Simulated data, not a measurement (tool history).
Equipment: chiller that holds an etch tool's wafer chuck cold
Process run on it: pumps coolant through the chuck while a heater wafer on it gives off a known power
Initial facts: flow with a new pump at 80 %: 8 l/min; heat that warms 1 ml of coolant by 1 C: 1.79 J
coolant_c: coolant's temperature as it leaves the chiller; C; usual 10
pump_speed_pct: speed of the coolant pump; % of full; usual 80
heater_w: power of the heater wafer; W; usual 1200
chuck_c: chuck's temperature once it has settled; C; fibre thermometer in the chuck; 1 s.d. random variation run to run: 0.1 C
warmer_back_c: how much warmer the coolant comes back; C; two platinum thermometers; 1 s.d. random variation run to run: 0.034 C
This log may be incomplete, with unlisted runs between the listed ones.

run 1 hour=0 | coolant_c=10 pump_speed_pct=80 heater_w=1200 | chuck_c=21.4 warmer_back_c=5.04
run 2 hour=61.9 | coolant_c=10 pump_speed_pct=61 heater_w=1200 | chuck_c=24.5 warmer_back_c=6.63
run 3 hour=142 | coolant_c=19 pump_speed_pct=80 heater_w=1200 | chuck_c=30.5 warmer_back_c=5.02
run 4 hour=190.2 | coolant_c=19 pump_speed_pct=80 heater_w=1200 | chuck_c=30.3 warmer_back_c=4.97
run 5 hour=251.7 | coolant_c=19 pump_speed_pct=63 heater_w=1200 | chuck_c=33.2 warmer_back_c=6.41
run 6 hour=324.8 | coolant_c=19 pump_speed_pct=63 heater_w=1200 | chuck_c=33.1 warmer_back_c=6.46
run 7 hour=371.9 | coolant_c=19 pump_speed_pct=63 heater_w=1200 | chuck_c=33.1 warmer_back_c=6.42
run 8 hour=428.8 | coolant_c=19 pump_speed_pct=63 heater_w=1200 | chuck_c=33.1 warmer_back_c=6.42
run 9 hour=517.1 | coolant_c=19 pump_speed_pct=63 heater_w=1200 | chuck_c=32.9 warmer_back_c=6.39
run 10 hour=606.6 | coolant_c=10 pump_speed_pct=80 heater_w=1200 | chuck_c=21.3 warmer_back_c=5.01
-- hour=682.4 chiller's thermometer calibrated
run 11 hour=697.5 | coolant_c=10 pump_speed_pct=80 heater_w=1200 | chuck_c=21.4 warmer_back_c=4.93
run 12 hour=750.6 | coolant_c=10 pump_speed_pct=80 heater_w=1200 | chuck_c=21.4 warmer_back_c=5.04
run 13 hour=811.6 | coolant_c=10 pump_speed_pct=80 heater_w=1200 | chuck_c=21.2 warmer_back_c=5.03
run 14 hour=911.4 | coolant_c=10 pump_speed_pct=80 heater_w=1200 | chuck_c=21.4 warmer_back_c=5.05
run 15 hour=1006.3 | coolant_c=10 pump_speed_pct=80 heater_w=1200 | chuck_c=21.4 warmer_back_c=5.04
run 16 hour=1050.9 | coolant_c=10 pump_speed_pct=80 heater_w=625 | chuck_c=16 warmer_back_c=2.68
run 17 hour=1141.9 | coolant_c=9 pump_speed_pct=80 heater_w=1566 | chuck_c=23.6 warmer_back_c=6.57
run 18 hour=1228.5 | coolant_c=5 pump_speed_pct=67 heater_w=1073 | chuck_c=17 warmer_back_c=5.38
run 19 hour=1297.7 | coolant_c=5 pump_speed_pct=67 heater_w=1073 | chuck_c=17 warmer_back_c=5.4
run 20 hour=1359.1 | coolant_c=16 pump_speed_pct=70 heater_w=1200 | chuck_c=28.7 warmer_back_c=5.8
run 21 hour=1447.7 | coolant_c=9 pump_speed_pct=80 heater_w=1200 | chuck_c=20.4 warmer_back_c=5
run 22 hour=1547.1 | coolant_c=15 pump_speed_pct=68 heater_w=745 | chuck_c=23.2 warmer_back_c=3.68
run 23 hour=1623.2 | coolant_c=15 pump_speed_pct=68 heater_w=745 | chuck_c=23.2 warmer_back_c=3.69
run 24 hour=1679 | coolant_c=20 pump_speed_pct=68 heater_w=745 | chuck_c=28.2 warmer_back_c=3.72
run 25 hour=1759.2 | coolant_c=20 pump_speed_pct=68 heater_w=745 | chuck_c=28.3 warmer_back_c=3.67
run 26 hour=1856.9 | coolant_c=20 pump_speed_pct=68 heater_w=745 | chuck_c=28.3 warmer_back_c=3.72
run 27 hour=1918.3 | coolant_c=20 pump_speed_pct=68 heater_w=745 | chuck_c=28.2 warmer_back_c=3.69
run 28 hour=2017.1 | coolant_c=20 pump_speed_pct=68 heater_w=812 | chuck_c=28.8 warmer_back_c=4.01
run 29 hour=2076.1 | coolant_c=18 pump_speed_pct=94 heater_w=730 | chuck_c=23.9 warmer_back_c=2.6

For run 30, what comes out?
run 30 hour=2136.3 | coolant_c=6 pump_speed_pct=80 heater_w=1562 | chuck_c=? warmer_back_c=?

{"run 30": {"chuck_c": 20.8, "warmer_back_c": 6.53}}
The same run, on a tool lacking any hidden state, would have yielded chuck_c 20.8 C, warmer_back_c 6.52 C.
